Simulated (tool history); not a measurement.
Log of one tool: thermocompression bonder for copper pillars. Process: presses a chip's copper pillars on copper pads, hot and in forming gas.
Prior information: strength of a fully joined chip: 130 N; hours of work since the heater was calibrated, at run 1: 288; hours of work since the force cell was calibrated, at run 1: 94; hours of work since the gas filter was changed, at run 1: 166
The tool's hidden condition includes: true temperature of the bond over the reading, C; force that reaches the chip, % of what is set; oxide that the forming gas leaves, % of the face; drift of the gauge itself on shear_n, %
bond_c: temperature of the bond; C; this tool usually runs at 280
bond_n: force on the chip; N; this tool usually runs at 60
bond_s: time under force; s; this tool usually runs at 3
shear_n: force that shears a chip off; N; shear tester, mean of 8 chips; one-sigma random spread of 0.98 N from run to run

run   hour  bond_c  bond_n  bond_s  hours of work since the heater was calibrated  hours of work since the force cell was calibrated  hours of work since the gas filter was changed  shear_n
  1    0.0     280      60       3                                            288                                                 94                                             166     78.4
  2    9.3     280      60       3                                            296                                                102                                             173     78.8
  3   29.7     280      60       3                                            312                                                118                                             189     77.9
  4   43.3     280      60       3                                            323                                                129                                             200     78.1
  5   58.7     280      43       3                                            335                                                141                                             212     62.6
  6   76.3     280      43       3                                            349                                                155                                             226     61.6
  7   98.7     280      43       3                                            366                                                172                                             244     60.7
  8  119.8     280      43       3                                            383                                                189                                             261     61.7
  9  138.9     280      43       3                                            398                                                204                                             276     60.9
 10  148.1     280      65       3                                            406                                                212                                             283     77.4
 11  165.1     280      71       3                                            419                                                225                                             296     83.0
 12  187.7     280      71       3                                            437                                                243                                             314     79.3
 13  207.0     276      60       3                                            452                                                258                                             329     70.9
 14  216.9     276      60       3                                            460                                                266                                             337     71.7
 15  228.0     276      52       3                                            469                                                275                                             346     64.0
 16  244.5     276      52       3                                            482                                                288                                             359     65.4
 17  266.0     276      52       3                                            499                                                305                                             376     64.2
     269.2  -- force cell calibrated
 18  284.9     276      52       3                                            513                                                 12                                             390     64.9
 19  298.7     280      60       3                                            524                                                 23                                             401     70.2
 20  320.3     280      60       3                                            541                                                 40                                             418     71.2
 21  335.2     280      60       3                                            552                                                 52                                             430     70.3
     340.2  -- forming gas filter changed
 22  354.5     256      60       5                                            567                                                 67                                              11     75.9
     362.8  -- force cell calibrated, once more
 23  373.9     277      60       3                                            581                                                  9                                              25     78.7

Predict the results of run 24:
 24  390.3     277      60       3                                            594                                                 22                                              38        ?

{"run 24": {"shear_n": 78.6}}
The same run, on a tool lacking any hidden state, would have yielded shear_n 82.1 N.
